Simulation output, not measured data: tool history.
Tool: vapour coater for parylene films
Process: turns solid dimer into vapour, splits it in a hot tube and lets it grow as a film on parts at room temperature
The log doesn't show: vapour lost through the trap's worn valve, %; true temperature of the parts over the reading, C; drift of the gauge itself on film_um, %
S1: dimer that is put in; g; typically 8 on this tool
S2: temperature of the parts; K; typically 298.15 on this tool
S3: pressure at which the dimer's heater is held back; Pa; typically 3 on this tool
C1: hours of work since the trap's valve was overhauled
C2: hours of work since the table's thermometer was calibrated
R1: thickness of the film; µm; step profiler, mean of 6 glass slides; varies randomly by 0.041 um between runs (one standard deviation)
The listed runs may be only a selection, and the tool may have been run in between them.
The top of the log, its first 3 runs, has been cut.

run   hour  S1      S2    S3   C1    C2    R1
  4   67.6   8  298.15     3  232   752  3.91
  5   96.5   8  298.15     3  251   772  3.92
  6  118.1   8  298.15     3  265   786  3.89
     129.5  -- trap's valve overhauled
  7    149   8  301.15     3   13   804  3.49
  8  164.9   8  301.15     3   24   815  3.44
  9  196.6   8  298.15     3   45   836  3.62
 10  227.4   8  298.15     3   65   856  3.58
 11  249.7   8  298.15     3   80   871  3.57
 12  280.9   8  298.15     3  101   892  3.54
 13  302.8   8  298.15     3  116   907  3.49
     309.4  -- trap's valve overhauled, once more
 14  334.4   3  298.15     3   17   925  1.69
 15  355.5   8  298.15  2.43   31   939  4.42
 16  378.1   8  298.15  2.43   46   954  4.41
 17  393.1   8  301.15     3   56   964  4.08
 18    417   8  298.15  4.97   72   980  4.19
 19  440.8   8  298.15     3   88   996  4.35
 20  454.8   8  298.15     3   97  1005  4.28
 21  473.9   8  308.15     3  110  1018  3.42
 22  497.6   8  309.15  6.86  126  1034  3.15
 23  523.5   8  309.15  6.86  143  1051  3.04
 24  539.6   8  309.15  6.86  154  1062  3.05
 25  556.6   8  299.15  7.72  165  1073  3.73
 26  581.1   8  293.15  2.43  181  1090  4.62
 27  611.2   5  295.15  2.82  201  1110  2.67
 28  629.2   8  294.15     4  213  1122  4.31

Predict the results of run 29:
 29  650.9   4  308.15  9.2  228  1136   ?

R1: 1.48 µm
With no hidden state in the tool, this same run would have given R1 1.63 µm.
